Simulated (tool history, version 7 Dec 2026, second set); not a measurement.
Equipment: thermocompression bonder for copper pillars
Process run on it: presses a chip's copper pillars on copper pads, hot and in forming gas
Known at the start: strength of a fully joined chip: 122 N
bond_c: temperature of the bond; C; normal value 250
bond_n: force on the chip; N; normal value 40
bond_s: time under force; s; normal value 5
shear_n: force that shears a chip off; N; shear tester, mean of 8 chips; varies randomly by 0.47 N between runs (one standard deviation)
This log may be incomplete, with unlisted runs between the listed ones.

run	hour	bond_c	bond_n	bond_s	shear_n
1	0.0	250	40	5	90.7
2	13.9	250	40	5	90.2
3	24.9	250	40	5	90.8
4	32.7	250	44	5	95.1
5	49.5	260	44	5	100.9
6	67.6	260	44	5	101.1
7	83.0	260	44	5	100.9
8	90.5	260	44	5	100.0
9	102.2	250	40	4	86.2
10	118.5	250	40	4	85.2
11	128.2	250	40	4	85.6
12	140.4	250	40	5	90.6
13	148.3	250	40	5	91.1
14	164.2	250	40	5	90.5
15	174.0	250	59	5	106.3
16	187.2	264	60	4	108.7
17	198.8	264	40	10	110.7
18	207.3	264	40	10	109.8
19	225.3	251	27	6	76.8
20	240.7	274	39	5	102.3
21	255.4	243	53	5	99.1
22	266.4	273	39	4	98.2
23	284.3	273	39	4	97.1
24	298.8	260	42	5	98.7
25	309.0	260	31	5	84.9
26	322.5	250	46	7	101.8
27	332.0	229	31	4	59.9

Here are 4 independent what-if runs from the current tool condition. What would each one return?
A	348.8	256	28	4	?
B	348.8	250	39	5	?
C	348.8	250	41	5	?
D	348.8	268	40	5	?

run	shear_n
A	72.1
B	89.5
C	91.5
D	100.6
With the hidden condition removed and each run's random variation left untouched, the same runs would have given:
run	shear_n
A	72.3
B	89.6
C	91.6
D	100.7
